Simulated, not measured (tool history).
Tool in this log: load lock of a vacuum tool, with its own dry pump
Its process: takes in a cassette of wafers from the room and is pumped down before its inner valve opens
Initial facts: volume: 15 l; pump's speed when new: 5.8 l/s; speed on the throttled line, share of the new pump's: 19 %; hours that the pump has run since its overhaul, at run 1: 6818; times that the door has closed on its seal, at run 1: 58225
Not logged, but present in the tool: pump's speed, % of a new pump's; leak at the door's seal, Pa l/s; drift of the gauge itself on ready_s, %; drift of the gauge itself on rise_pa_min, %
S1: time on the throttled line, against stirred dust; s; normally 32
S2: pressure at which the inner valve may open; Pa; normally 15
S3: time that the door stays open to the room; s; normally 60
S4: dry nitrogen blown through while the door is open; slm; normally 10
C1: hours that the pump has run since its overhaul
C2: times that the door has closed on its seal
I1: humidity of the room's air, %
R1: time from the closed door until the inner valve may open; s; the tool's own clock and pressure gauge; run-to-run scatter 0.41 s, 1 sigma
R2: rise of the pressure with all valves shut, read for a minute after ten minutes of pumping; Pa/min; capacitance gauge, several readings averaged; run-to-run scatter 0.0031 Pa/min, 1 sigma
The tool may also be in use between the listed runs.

Run 1, hour 0.0: usual settings; C1 6818; C2 58225; I1 44.9. Result: R1 50.6 s, R2 0.225 Pa/min.
Run 2, hour 381.8: usual settings; C1 7200; C2 59820; I1 43.3. Result: R1 51.3 s, R2 0.230 Pa/min.
Run 3, hour 616.2: usual settings but S1 63 s; C1 7434; C2 60800; I1 46.4. Result: R1 75.6 s, R2 0.237 Pa/min.
Run 4, hour 840.6: usual settings; C1 7659; C2 61737; I1 44.4. Result: R1 51.2 s, R2 0.235 Pa/min.
Run 5, hour 1033.8: usual settings; C1 7852; C2 62544; I1 42.9. Result: R1 51.1 s, R2 0.231 Pa/min.
Run 6, hour 1364.5: usual settings but S4 33 slm; C1 8183; C2 63925; I1 45.5. Result: R1 51.3 s, R2 0.220 Pa/min.
Run 7, hour 1747.6: usual settings but S1 54 s; C1 8566; C2 65526; I1 45.0. Result: R1 68.8 s, R2 0.253 Pa/min.
Run 8, hour 1974.5: usual settings but S1 54 s, S2 23 Pa; C1 8793; C2 66474; I1 47.0. Result: R1 67.0 s, R2 0.261 Pa/min.
Run 9, hour 2359.3: usual settings but S1 54 s, S2 23 Pa; C1 9177; C2 68082; I1 45.5. Result: R1 67.5 s, R2 0.268 Pa/min.
Run 10, hour 2561.8: usual settings but S1 54 s, S2 23 Pa; C1 9380; C2 68927; I1 45.9. Result: R1 68.5 s, R2 0.265 Pa/min.
Run 11, hour 2739.8: usual settings but S1 54 s, S2 23 Pa; C1 9558; C2 69671; I1 44.7. Result: R1 67.2 s, R2 0.262 Pa/min.
Run 12, hour 3006.1: usual settings but S1 54 s, S2 23 Pa; C1 9824; C2 70783; I1 43.5. Result: R1 67.8 s, R2 0.273 Pa/min.
Run 13, hour 3291.2: usual settings but S1 54 s, S2 17 Pa, S4 39 slm; C1 10109; C2 71975; I1 48.2. Result: R1 68.6 s, R2 0.246 Pa/min.
Run 14, hour 3477.7: usual settings but S1 38 s, S2 24 Pa, S3 89 s, S4 23 slm; C1 10296; C2 72754; I1 43.1. Result: R1 55.1 s, R2 0.270 Pa/min.
Run 15, hour 3750.1: usual settings but S2 21 Pa, S3 188 s, S4 7 slm; C1 10568; C2 73892; I1 41.3. Result: R1 51.4 s, R2 0.361 Pa/min.
Run 16, hour 3989.4: usual settings but S1 62 s, S3 88 s, S4 35 slm; C1 10808; C2 74891; I1 44.6. Result: R1 76.2 s, R2 0.274 Pa/min.

Run 17 comes next. What will it give?
Run 17, hour 4192.3: usual settings but S1 62 s, S3 88 s, S4 35 slm; C1 11010; C2 75739; I1 46.5. Result: R1 ?, R2 ?.

R1: 75.4 s
R2: 0.290 Pa/min
Minus the tool's unlogged condition, the same run would have read R1 73.0 s, R2 0.071 Pa/min.

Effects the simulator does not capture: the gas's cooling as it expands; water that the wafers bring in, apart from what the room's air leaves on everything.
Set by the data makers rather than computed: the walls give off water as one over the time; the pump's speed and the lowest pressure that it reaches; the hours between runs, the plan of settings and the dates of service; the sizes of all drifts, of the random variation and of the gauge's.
